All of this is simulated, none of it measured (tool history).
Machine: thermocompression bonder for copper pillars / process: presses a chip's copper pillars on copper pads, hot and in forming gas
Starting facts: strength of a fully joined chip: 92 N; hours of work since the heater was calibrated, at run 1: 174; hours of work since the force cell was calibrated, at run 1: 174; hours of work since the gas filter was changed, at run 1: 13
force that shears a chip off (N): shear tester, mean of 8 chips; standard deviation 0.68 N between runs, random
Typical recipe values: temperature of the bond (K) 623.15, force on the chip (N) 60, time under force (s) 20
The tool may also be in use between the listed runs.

run   hour  temperature of the bond (K)  force on the chip (N)  time under force (s)  hours of work since the heater was calibrated  hours of work since the force cell was calibrated  hours of work since the gas filter was changed  force that shears a chip off (N)
  1      0                       623.15                     60                    20                                            174                                                174                                              13                              55.3
  2   22.2                       623.15                     60                    20                                            189                                                189                                              28                              55.8
  3   49.3                       610.15                     60                    20                                            207                                                207                                              47                              49.8
  4     67                       623.15                     60                    20                                            220                                                220                                              59                              55.1
  5   89.3                       623.15                     60                    20                                            235                                                235                                              74                              55.8
  6  110.8                       623.15                     60                    20                                            250                                                250                                              89                              54.2
  7  130.6                       623.15                     60                    20                                            263                                                263                                             102                              54.1
  8  156.8                       623.15                     60                    20                                            281                                                281                                             120                              53.9
  9  184.6                       623.15                     60                    20                                            300                                                300                                             139                              53.9
 10  200.8                       623.15                     60                    20                                            311                                                311                                             150                              53.1
 11  227.8                       623.15                     63                    20                                            330                                                330                                             169                              52.9
 12  253.7                       623.15                     63                    20                                            347                                                347                                             187                              53.8
 13  284.9                       623.15                     63                    20                                            369                                                369                                             208                              52.1
 14  313.8                       623.15                     51                    10                                            389                                                389                                             228                                38
     320.7  -- forming gas filter changed
 15  330.8                       615.15                     46                    22                                            400                                                400                                               7                              48.9
 16  352.8                       612.15                     49                    23                                            415                                                415                                              22                              49.3
       357  -- heater calibrated with a thermocouple chip
 17  371.3                       623.15                     86                    20                                             10                                                426                                              33                              60.8
 18  403.2                       642.15                     49                    20                                             32                                                448                                              55                              57.9
 19  421.8                       617.15                     38                    11                                             44                                                461                                              68                                35
 20  436.3                       616.15                     38                    19                                             54                                                471                                              78                              41.9
 21  465.2                       616.15                     38                    19                                             74                                                491                                              98                              40.4
     475.5  -- heater calibrated with a thermocouple chip, once more
 22  494.7                       612.15                     40                    42                                             13                                                509                                             116                              55.1
 23  512.7                       612.15                     40                    42                                             25                                                522                                             129                              54.6

What if the next run were any one of these 4? Each begins from the tool's condition after run 23:
  A  544.4                       614.15                     61                    42                                             47                                                543                                             150                                 ?
  B  544.4                       618.15                     53                    12                                             47                                                543                                             150                                 ?
  C  544.4                       631.15                     60                    23                                             47                                                543                                             150                                 ?
  D  544.4                       623.15                     60                    11                                             47                                                543                                             150                                 ?

run  force that shears a chip off (N)
  A                              62.8
  B                              42.3
  C                              59.9
  D                                46
What these runs would have given with no unlogged condition in the tool:
run  force that shears a chip off (N)
  A                                66
  B                              44.2
  C                              62.9
  D                                48
